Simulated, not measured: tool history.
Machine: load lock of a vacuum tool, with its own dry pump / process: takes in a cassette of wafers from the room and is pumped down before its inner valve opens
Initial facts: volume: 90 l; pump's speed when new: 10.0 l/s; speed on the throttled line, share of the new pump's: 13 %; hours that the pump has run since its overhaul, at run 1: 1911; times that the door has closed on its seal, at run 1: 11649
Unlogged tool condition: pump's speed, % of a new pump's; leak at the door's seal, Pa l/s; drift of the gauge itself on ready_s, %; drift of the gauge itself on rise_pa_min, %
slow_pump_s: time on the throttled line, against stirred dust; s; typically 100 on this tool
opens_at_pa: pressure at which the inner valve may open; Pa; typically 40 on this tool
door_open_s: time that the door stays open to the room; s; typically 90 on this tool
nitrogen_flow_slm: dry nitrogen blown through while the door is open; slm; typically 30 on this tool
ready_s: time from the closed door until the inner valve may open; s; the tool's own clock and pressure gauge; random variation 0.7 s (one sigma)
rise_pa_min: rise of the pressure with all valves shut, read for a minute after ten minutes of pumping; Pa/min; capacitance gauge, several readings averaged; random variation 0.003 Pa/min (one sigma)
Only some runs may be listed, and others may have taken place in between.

run,hour,slow_pump_s,opens_at_pa,door_open_s,nitrogen_flow_slm,hours that the pump has run since its overhaul,times that the door has closed on its seal,"incoming humidity of the room's air, %",ready_s,rise_pa_min
1,0,100,40,90,30,1911,11649,46.7,157.9,0.078
2,405.1,100,40,90,30,2316,13293,45.3,158.7,0.091
3,837.2,100,40,90,20,2749,15047,47.6,159.8,0.112
4,1198.8,100,40,90,20,3110,16515,44.6,159.2,0.124
5,1495,100,40,90,20,3406,17717,45,159.5,0.14
6,1896.5,100,40,90,20,3808,19347,47.2,161.7,0.148
7,2536,100,40,90,30,4447,21943,45.3,160,0.168
8,2865.1,100,40,90,25,4776,23279,44.3,162.1,0.188
9,3345.9,100,40,90,25,5257,25230,46.1,161.7,0.206
10,3635.3,100,40,90,25,5547,26405,45.7,161.3,0.221
11,4075.1,100,40,90,25,5986,28190,44.3,161.8,0.242
12,4660.5,100,40,90,25,6572,30567,44.7,161.9,0.272
13,4953.3,100,40,90,25,6865,31755,47.6,163.4,0.289
14,5551.3,100,40,90,30,7463,34182,45.7,163.2,0.323
15,6030.2,100,40,90,30,7942,36126,47.4,162.6,0.36
16,6331.1,100,71,90,30,8242,37348,44,156.7,0.371
17,6719.9,100,71,90,30,8631,38926,46.2,158,0.406
18,7240.1,58,50,177,6,9151,41037,44.9,127.4,0.463
19,7525.6,117,37,200,4,9437,42196,45.2,178.6,0.486
20,8150.9,117,77,96,11,10062,44735,45.7,172.8,0.514
21,8426.9,117,77,96,11,10338,45855,48.5,173.1,0.524
22,8917.4,114,60,176,11,10829,47846,46.2,173.7,0.571
23,9555.4,114,60,176,11,11467,50436,43.2,174.5,0.63
24,10052.1,174,40,90,30,11963,52452,45.6,228.9,0.641
25,10530.8,92,30,122,9,12442,54395,44.5,162.5,0.695
26,10840.1,168,50,59,30,12751,55650,46.3,222,0.708
27,11182,100,38,90,11,13093,57038,45.3,169.6,0.755
# hour 11212.2: door's seal changed, seat wiped
28,11535.8,100,40,43,30,13446,1313,46.3,169.5,0.018
29,12182.6,100,40,43,30,14092,3939,46.5,169.8,0.032
30,12683.9,131,40,29,30,14594,5974,43.9,196.6,0.042
31,13300.7,188,48,58,5,15210,8477,43.8,243.7,0.081
32,13736.6,70,48,40,30,15646,10246,47.2,143.4,0.065
33,14376.2,76,72,74,29,16286,12843,46.3,143.7,0.092
34,14678.7,78,40,90,30,16589,14071,45.5,152.7,0.107

Consider 3 possible next runs. They are alternatives, not a sequence: every one starts from the tool as it was left by run 34. What does each give?
A,15116.1,78,62,90,23,17026,15846,42.6,?,?
B,15116.1,156,66,166,30,17026,15846,48,?,?
C,15116.1,55,78,90,5,17026,15846,47.6,?,?

run,ready_s,rise_pa_min
A,149.2,0.123
B,213.2,0.121
C,127.1,0.141
With no hidden state in the tool, these same runs would have given:
run,ready_s,rise_pa_min
A,135,0.021
B,201.9,0.019
C,112.8,0.038

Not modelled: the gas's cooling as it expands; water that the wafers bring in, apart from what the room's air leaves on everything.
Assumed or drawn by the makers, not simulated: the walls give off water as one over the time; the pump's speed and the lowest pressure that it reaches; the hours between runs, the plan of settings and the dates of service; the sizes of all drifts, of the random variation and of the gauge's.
